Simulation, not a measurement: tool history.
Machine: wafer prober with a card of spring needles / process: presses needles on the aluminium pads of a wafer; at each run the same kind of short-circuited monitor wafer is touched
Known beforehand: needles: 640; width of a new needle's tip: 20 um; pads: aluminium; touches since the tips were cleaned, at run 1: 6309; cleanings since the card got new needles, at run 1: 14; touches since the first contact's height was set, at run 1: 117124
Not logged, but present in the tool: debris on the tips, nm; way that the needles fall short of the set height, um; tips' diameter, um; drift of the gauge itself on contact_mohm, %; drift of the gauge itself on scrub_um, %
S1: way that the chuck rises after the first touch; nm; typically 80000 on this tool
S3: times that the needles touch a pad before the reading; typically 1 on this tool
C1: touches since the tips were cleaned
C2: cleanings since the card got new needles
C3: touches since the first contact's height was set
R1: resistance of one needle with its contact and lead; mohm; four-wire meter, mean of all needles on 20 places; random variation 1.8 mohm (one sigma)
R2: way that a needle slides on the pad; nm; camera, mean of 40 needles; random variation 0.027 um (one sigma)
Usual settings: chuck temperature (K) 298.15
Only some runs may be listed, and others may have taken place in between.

run 1 hour=0.0 | S1=80000 chuck_temperature_(K)=298.15 S3=1 | C1=6309 C2=14 C3=117124 | R1=199 R2=14050
-- hour=2.1 tips cleaned on abrasive film
run 2 hour=10.9 | S1=80000 chuck_temperature_(K)=298.15 S3=1 | C1=3120 C2=15 C3=120958 | R1=193 R2=14070
-- hour=22.3 tips cleaned on abrasive film
run 3 hour=22.7 | S1=62000 chuck_temperature_(K)=298.15 S3=1 | C1=168 C2=16 C3=125123 | R1=200 R2=10930
run 4 hour=31.4 | S1=62000 chuck_temperature_(K)=298.15 S3=1 | C1=3232 C2=16 C3=128187 | R1=201 R2=10910
run 5 hour=41.6 | S1=62000 chuck_temperature_(K)=298.15 S3=1 | C1=6849 C2=16 C3=131804 | R1=200 R2=10900
-- hour=42.5 tips cleaned on abrasive film
run 6 hour=48.9 | S1=62000 chuck_temperature_(K)=298.15 S3=1 | C1=2262 C2=17 C3=134365 | R1=202 R2=10900
run 7 hour=55.3 | S1=80000 chuck_temperature_(K)=298.15 S3=1 | C1=4542 C2=17 C3=136645 | R1=196 R2=14130
run 8 hour=61.7 | S1=80000 chuck_temperature_(K)=298.15 S3=1 | C1=6792 C2=17 C3=138895 | R1=195 R2=14090
-- hour=62.6 tips cleaned on abrasive film
run 9 hour=70.1 | S1=80000 chuck_temperature_(K)=298.15 S3=1 | C1=2674 C2=18 C3=141874 | R1=198 R2=14050
run 10 hour=75.7 | S1=80000 chuck_temperature_(K)=371.15 S3=1 | C1=4649 C2=18 C3=143849 | R1=213 R2=14120
-- hour=82.6 tips cleaned on abrasive film
run 11 hour=84.2 | S1=80000 chuck_temperature_(K)=298.15 S3=2 | C1=554 C2=19 C3=146814 | R1=194 R2=14140
run 12 hour=95.7 | S1=80000 chuck_temperature_(K)=298.15 S3=2 | C1=4649 C2=19 C3=150909 | R1=194 R2=14120
-- hour=102.5 tips cleaned on abrasive film
run 13 hour=103.5 | S1=80000 chuck_temperature_(K)=298.15 S3=2 | C1=332 C2=20 C3=153625 | R1=194 R2=14140
run 14 hour=111.4 | S1=80000 chuck_temperature_(K)=298.15 S3=1 | C1=3159 C2=20 C3=156452 | R1=198 R2=14170
run 15 hour=121.7 | S1=80000 chuck_temperature_(K)=298.15 S3=1 | C1=6793 C2=20 C3=160086 | R1=195 R2=14210
-- hour=122.7 tips cleaned on abrasive film
run 16 hour=130.6 | S1=80000 chuck_temperature_(K)=298.15 S3=1 | C1=2793 C2=21 C3=163227 | R1=194 R2=14210
-- hour=142.8 tips cleaned on abrasive film
run 17 hour=143.7 | S1=80000 chuck_temperature_(K)=298.15 S3=1 | C1=319 C2=22 C3=167843 | R1=195 R2=14190
run 18 hour=155.9 | S1=80000 chuck_temperature_(K)=298.15 S3=1 | C1=4650 C2=22 C3=172174 | R1=195 R2=14190
-- hour=162.6 tips cleaned on abrasive film
run 19 hour=165.6 | S1=72000 chuck_temperature_(K)=396.15 S3=3 | C1=1087 C2=23 C3=175576 | R1=222 R2=12810
run 20 hour=176.4 | S1=78000 chuck_temperature_(K)=396.15 S3=2 | C1=4918 C2=23 C3=179407 | R1=217 R2=13870
-- hour=182.6 tips cleaned on abrasive film
run 21 hour=189.7 | S1=91000 chuck_temperature_(K)=383.15 S3=1 | C1=2526 C2=24 C3=184078 | R1=212 R2=16160
-- hour=202.3 tips cleaned on abrasive film
run 22 hour=202.3 | S1=83000 chuck_temperature_(K)=378.15 S3=3 | C1=0 C2=25 C3=188527 | R1=213 R2=14760
run 23 hour=214.6 | S1=80000 chuck_temperature_(K)=357.15 S3=2 | C1=4360 C2=25 C3=192887 | R1=207 R2=14250
-- hour=222.4 tips cleaned on abrasive film
run 24 hour=226.0 | S1=80000 chuck_temperature_(K)=377.15 S3=2 | C1=1304 C2=26 C3=196908 | R1=213 R2=14280
run 25 hour=238.4 | S1=79000 chuck_temperature_(K)=344.15 S3=1 | C1=5707 C2=26 C3=201311 | R1=204 R2=14070
-- hour=242.5 tips cleaned on abrasive film
run 26 hour=245.7 | S1=79000 chuck_temperature_(K)=344.15 S3=1 | C1=1135 C2=27 C3=203851 | R1=207 R2=14120
run 27 hour=255.5 | S1=81000 chuck_temperature_(K)=344.15 S3=3 | C1=4609 C2=27 C3=207325 | R1=206 R2=14400
-- hour=262.9 tips cleaned on abrasive film
run 28 hour=267.1 | S1=61000 chuck_temperature_(K)=359.15 S3=2 | C1=1486 C2=28 C3=211424 | R1=218 R2=10870
run 29 hour=274.0 | S1=80000 chuck_temperature_(K)=320.15 S3=1 | C1=3910 C2=28 C3=213848 | R1=199 R2=14340
-- hour=282.8 tips cleaned on abrasive film
run 30 hour=283.9 | S1=80000 chuck_temperature_(K)=315.15 S3=1 | C1=372 C2=29 C3=217331 | R1=202 R2=14300
-- hour=294.0 height of the first contact set anew
run 31 hour=294.0 | S1=80000 chuck_temperature_(K)=363.15 S3=1 | C1=3842 C2=29 C3=0 | R1=210 R2=14330
run 32 hour=299.9 | S1=89000 chuck_temperature_(K)=339.15 S3=1 | C1=5941 C2=29 C3=2099 | R1=203 R2=16000
-- hour=303.2 tips cleaned on abrasive film
run 33 hour=307.2 | S1=89000 chuck_temperature_(K)=339.15 S3=1 | C1=1392 C2=30 C3=4651 | R1=201 R2=15970
run 34 hour=317.1 | S1=82000 chuck_temperature_(K)=298.15 S3=1 | C1=4935 C2=30 C3=8194 | R1=195 R2=14710

4 options for the next run, each taken on its own from the tool as it stands now. Forecast them:
-- hour=323.5 tips cleaned on abrasive film
run A hour=330.1 | S1=68000 chuck_temperature_(K)=298.15 S3=2 | C1=2343 C2=31 C3=12773 | R1=? R2=?
-- hour=323.5 tips cleaned on abrasive film
run B hour=330.1 | S1=65000 chuck_temperature_(K)=314.15 S3=1 | C1=2343 C2=31 C3=12773 | R1=? R2=?
-- hour=323.5 tips cleaned on abrasive film
run C hour=330.1 | S1=80000 chuck_temperature_(K)=298.15 S3=1 | C1=2343 C2=31 C3=12773 | R1=? R2=?
-- hour=323.5 tips cleaned on abrasive film
run D hour=330.1 | S1=77000 chuck_temperature_(K)=358.15 S3=1 | C1=2343 C2=31 C3=12773 | R1=? R2=?

run=A R1=201 R2=12220
run=B R1=201 R2=11670
run=C R1=193 R2=14410
run=D R1=208 R2=13780
Stripped of hidden state, with their random variation kept, the same runs would have yielded:
run=A R1=201 R2=11950
run=B R1=201 R2=11410
run=C R1=193 R2=14090
run=D R1=208 R2=13470

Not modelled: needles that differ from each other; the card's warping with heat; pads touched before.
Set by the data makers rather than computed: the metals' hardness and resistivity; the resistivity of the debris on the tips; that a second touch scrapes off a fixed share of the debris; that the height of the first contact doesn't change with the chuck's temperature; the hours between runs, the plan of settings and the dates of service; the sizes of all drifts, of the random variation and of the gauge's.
